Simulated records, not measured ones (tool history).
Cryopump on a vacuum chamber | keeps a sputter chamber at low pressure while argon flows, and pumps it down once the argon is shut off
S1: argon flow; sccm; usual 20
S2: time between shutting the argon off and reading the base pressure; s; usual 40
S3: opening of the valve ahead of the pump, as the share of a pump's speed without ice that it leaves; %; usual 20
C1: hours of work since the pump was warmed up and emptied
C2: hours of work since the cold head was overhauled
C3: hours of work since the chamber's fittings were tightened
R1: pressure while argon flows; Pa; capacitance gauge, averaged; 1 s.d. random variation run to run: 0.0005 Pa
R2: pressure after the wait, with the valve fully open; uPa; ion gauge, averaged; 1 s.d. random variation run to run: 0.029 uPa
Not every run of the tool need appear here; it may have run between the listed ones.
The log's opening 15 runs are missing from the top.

run	hour	S1	S2	S3	C1	C2	C3	R1	R2
16	226.4	15	40	20	318	318	279	0.0556	1.48
17	239.3	15	40	20	324	324	285	0.0547	1.45
18	256	20	40	20	330	330	292	0.0731	1.59
19	273.6	20	40	24	338	338	299	0.062	1.54
20	291.1	20	40	24	345	345	306	0.0622	1.52
21	303.5	31	32	57	350	350	311	0.0409	1.79
22	316.4	9	68	16	356	356	317	0.0422	0.97
23	329.7	9	68	16	361	361	322	0.0405	1
24	345	20	188	37	368	368	329	0.0414	0.55
25	362.4	20	188	37	375	375	336	0.0404	0.52

Run 26, settings as shown, results not yet in. Your forecast:
26	377.3	20	188	37	381	381	342	?	?

Run 26 gave R1 0.0412 Pa, R2 0.58 uPa.
With no hidden state in the tool, this same run would have given R1 0.0395 Pa, R2 0.42 uPa.
